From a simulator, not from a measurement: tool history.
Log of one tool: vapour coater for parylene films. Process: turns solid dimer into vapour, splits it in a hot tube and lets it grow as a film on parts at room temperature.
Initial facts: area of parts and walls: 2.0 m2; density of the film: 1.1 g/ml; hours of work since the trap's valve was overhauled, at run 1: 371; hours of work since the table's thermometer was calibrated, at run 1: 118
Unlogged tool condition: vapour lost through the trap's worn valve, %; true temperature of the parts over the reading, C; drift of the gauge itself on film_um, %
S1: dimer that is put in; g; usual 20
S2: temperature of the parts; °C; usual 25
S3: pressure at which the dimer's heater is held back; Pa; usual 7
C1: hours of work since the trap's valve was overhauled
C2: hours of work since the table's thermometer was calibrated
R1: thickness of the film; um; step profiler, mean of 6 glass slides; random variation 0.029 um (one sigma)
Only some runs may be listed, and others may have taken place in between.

run     day  S1  S2    S3   C1   C2    R1
  1       0  20  25     7  371  118  5.24
  2   1.138  20  25     7  386  132  5.22
  3   2.696  20  25     7  407  153  5.16
  4   4.171  20  25     7  426  172  5.19
  5   4.954  20  25     7  436  182  5.16
  6   6.088  20  25     7  451  197  5.15
  7     7.1  20  25     7  464  210  5.16
  8   8.821   9  25     7  486  232  2.31
  9   9.871   9  25     7  500  246  2.29
     10.788  -- trap's valve overhauled
 10  10.846  20  25     7    1  257  5.61
 11  12.121  24  25     7   17  273  6.71
 12  12.988  20  25     7   29  284  5.56
 13  14.783  20  25   3.5   52  308  6.33
 14  15.996  20  25   3.5   68  324  6.32
 15  17.775  20  25   3.5   91  347  6.27
 16  18.971  19  25     7  106  362  5.28
 17  20.629  19  25     7  128  384  5.23
 18  21.833  19  25     7  144  400   5.2
 19  22.825  19  25     7  157  412  5.15
 20  24.308  20  25     7  176  432  5.42
 21  26.038  20  25     7  198  454   5.4
 22  27.833  20  25     7  222  478  5.37
 23  29.492  20  25     7  243  499  5.36
 24  30.975  20  25     7  263  518  5.34
 25  32.025  30  25  3.22  276  532   9.2
 26  32.817  20  20  5.33  287  542  6.16
 27  34.604  20  32  3.63  310  566  5.24
 28  35.467  20  32  3.63  321  577  5.25
 29  37.175  20  32  3.63  343  599  5.15
 30  39.083  12  25     7  368  624  3.15
 31  40.554  10  28   4.7  387  643  2.67

Run 32 has not been measured yet. What should we expect?
 32  41.396  20  33  11.93  398  654   ?

{"run 32": {"R1": 3.99}}
Without the tool's hidden state the same run would have given R1 4.32 um.
